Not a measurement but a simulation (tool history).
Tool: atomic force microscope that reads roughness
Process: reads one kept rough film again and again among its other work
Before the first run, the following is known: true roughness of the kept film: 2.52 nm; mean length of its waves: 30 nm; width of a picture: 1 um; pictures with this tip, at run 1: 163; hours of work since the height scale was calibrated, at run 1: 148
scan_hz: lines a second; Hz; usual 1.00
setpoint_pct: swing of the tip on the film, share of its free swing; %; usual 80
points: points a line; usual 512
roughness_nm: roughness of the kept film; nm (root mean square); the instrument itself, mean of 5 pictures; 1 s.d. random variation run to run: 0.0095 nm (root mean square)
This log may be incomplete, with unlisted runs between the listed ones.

| run | hour | scan_hz | setpoint_pct | points | pictures with this tip | hours of work since the height scale was calibrated | roughness_nm |
|---|---|---|---|---|---|---|---|
| 1 | 0.0 | 1.00 | 80 | 512 | 163 | 148 | 1.895 |
| 2 | 17.3 | 1.00 | 73 | 512 | 189 | 156 | 1.890 |
| 3 | 31.6 | 1.00 | 80 | 512 | 210 | 162 | 1.817 |
| 4 | 41.1 | 1.00 | 80 | 512 | 224 | 167 | 1.812 |
| 5 | 58.3 | 1.00 | 80 | 512 | 249 | 175 | 1.785 |
|  | 67.3 | new tip fitted |
| 6 | 71.0 | 1.00 | 80 | 512 | 5 | 180 | 2.133 |
| 7 | 87.5 | 1.00 | 58 | 924 | 29 | 188 | 2.156 |
| 8 | 98.9 | 1.00 | 64 | 271 | 46 | 193 | 2.094 |
| 9 | 114.6 | 1.00 | 64 | 271 | 69 | 200 | 2.024 |
| 10 | 130.1 | 3.61 | 83 | 307 | 92 | 207 | 1.703 |
| 11 | 144.2 | 1.10 | 75 | 307 | 113 | 214 | 1.917 |

Branching from run 11: 5 alternative next runs. What would each branch give?
| A | 153.4 | 0.84 | 58 | 421 | 127 | 218 | ? |
| B | 153.4 | 1.00 | 87 | 512 | 127 | 218 | ? |
| C | 153.4 | 0.90 | 60 | 333 | 127 | 218 | ? |
| D | 153.4 | 2.71 | 80 | 512 | 127 | 218 | ? |
| E | 153.4 | 2.37 | 66 | 695 | 127 | 218 | ? |

| run | roughness_nm |
|---|---|
| A | 1.983 |
| B | 1.872 |
| C | 1.951 |
| D | 1.766 |
| E | 1.920 |
Stripped of hidden state, with their random variation kept, the same runs would have yielded:
| run | roughness_nm |
|---|---|
| A | 2.228 |
| B | 2.104 |
| C | 2.193 |
| D | 1.984 |
| E | 2.158 |
